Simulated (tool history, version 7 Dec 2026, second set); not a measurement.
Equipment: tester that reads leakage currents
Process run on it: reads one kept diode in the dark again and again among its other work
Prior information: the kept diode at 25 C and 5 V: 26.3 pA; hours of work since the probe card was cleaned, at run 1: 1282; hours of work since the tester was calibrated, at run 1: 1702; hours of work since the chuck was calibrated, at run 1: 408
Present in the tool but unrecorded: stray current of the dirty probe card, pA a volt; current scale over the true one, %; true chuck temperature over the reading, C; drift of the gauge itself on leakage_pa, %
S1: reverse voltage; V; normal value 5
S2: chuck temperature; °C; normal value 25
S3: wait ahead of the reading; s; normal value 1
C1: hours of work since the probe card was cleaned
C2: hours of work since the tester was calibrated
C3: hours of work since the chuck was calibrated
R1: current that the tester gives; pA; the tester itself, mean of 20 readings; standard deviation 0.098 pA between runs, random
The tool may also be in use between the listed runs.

| run | hour | S1 | S2 | S3 | C1 | C2 | C3 | R1 |
|---|---|---|---|---|---|---|---|---|
| 1 | 0 | 5 | 25 | 1 | 1282 | 1702 | 408 | 29.13 |
| 2 | 28.8 | 5 | 25 | 1 | 1302 | 1722 | 428 | 29.39 |
| 3 | 53 | 5 | 25 | 1 | 1319 | 1739 | 445 | 29.33 |
| 4 | 107 | 1.38 | 25 | 1 | 1357 | 1777 | 483 | 13.16 |
| 5 | 151.5 | 1.38 | 25 | 1 | 1388 | 1808 | 514 | 13.19 |
| 6 | 184 | 5 | 25 | 1 | 1411 | 1831 | 537 | 29.11 |
| 7 | 230.2 | 5.67 | 25 | 1 | 1443 | 1863 | 569 | 31.31 |
| 8 | 259 | 5.67 | 25 | 1 | 1463 | 1883 | 589 | 31.53 |
| 9 | 282.6 | 5 | 25 | 1 | 1480 | 1900 | 606 | 28.88 |
| 10 | 312.4 | 5 | 25 | 1 | 1501 | 1921 | 627 | 28.68 |
|  | 348.3 | chuck's temperature calibrated |
| 11 | 352.8 | 1.06 | 25 | 1 | 1528 | 1948 | 3 | 12.43 |
| 12 | 381.5 | 1.06 | 25 | 1 | 1548 | 1968 | 23 | 12.52 |
| 13 | 427.1 | 5 | 25 | 1 | 1580 | 2000 | 55 | 31.97 |
| 14 | 475.2 | 4.28 | 22 | 0.4 | 1614 | 2033 | 89 | 26.37 |
| 15 | 527.9 | 2.58 | 25 | 0.59 | 1650 | 2070 | 126 | 21.8 |
| 16 | 557.8 | 2.58 | 25 | 0.59 | 1671 | 2091 | 147 | 21.75 |
| 17 | 603.6 | 11.55 | 59 | 1 | 1703 | 2123 | 179 | 408.7 |
| 18 | 636.8 | 11.55 | 30 | 3.07 | 1727 | 2147 | 202 | 69.58 |
| 19 | 671.9 | 4.09 | 30 | 3.48 | 1751 | 2171 | 227 | 37.03 |
| 20 | 695.7 | 4.09 | 30 | 3.48 | 1768 | 2188 | 244 | 36.8 |
| 21 | 728.4 | 2.46 | 26 | 0.99 | 1791 | 2211 | 266 | 21.3 |
| 22 | 755.5 | 2.46 | 40 | 1.65 | 1810 | 2230 | 285 | 51.9 |
| 23 | 810.4 | 1.57 | 46 | 1.04 | 1848 | 2268 | 324 | 59.07 |
| 24 | 851 | 8.26 | 31 | 3.09 | 1877 | 2297 | 352 | 59.48 |
| 25 | 894.2 | 8.26 | 31 | 3.09 | 1907 | 2327 | 383 | 59.43 |
| 26 | 926.1 | 1.02 | 31 | 0.68 | 1930 | 2349 | 405 | 17.46 |

Below are 5 alternative next runs, each starting from the tool's condition after run 26. Predict each:
| A | 956.7 | 1.94 | 25 | 1.36 | 1951 | 2371 | 427 | ? |
| B | 956.7 | 1.02 | 31 | 8.58 | 1951 | 2371 | 427 | ? |
| C | 956.7 | 4.14 | 26 | 0.42 | 1951 | 2371 | 427 | ? |
| D | 956.7 | 1.02 | 31 | 7.93 | 1951 | 2371 | 427 | ? |
| E | 956.7 | 5 | 59 | 0.62 | 1951 | 2371 | 427 | ? |

| run | R1 |
|---|---|
| A | 16.91 |
| B | 16.72 |
| C | 31.33 |
| D | 16.79 |
| E | 245.59 |
The same runs, with their run-to-run variation unchanged, on a tool lacking any hidden condition would have given:
| run | R1 |
|---|---|
| A | 16.11 |
| B | 16.8 |
| C | 29.09 |
| D | 16.88 |
| E | 253.18 |

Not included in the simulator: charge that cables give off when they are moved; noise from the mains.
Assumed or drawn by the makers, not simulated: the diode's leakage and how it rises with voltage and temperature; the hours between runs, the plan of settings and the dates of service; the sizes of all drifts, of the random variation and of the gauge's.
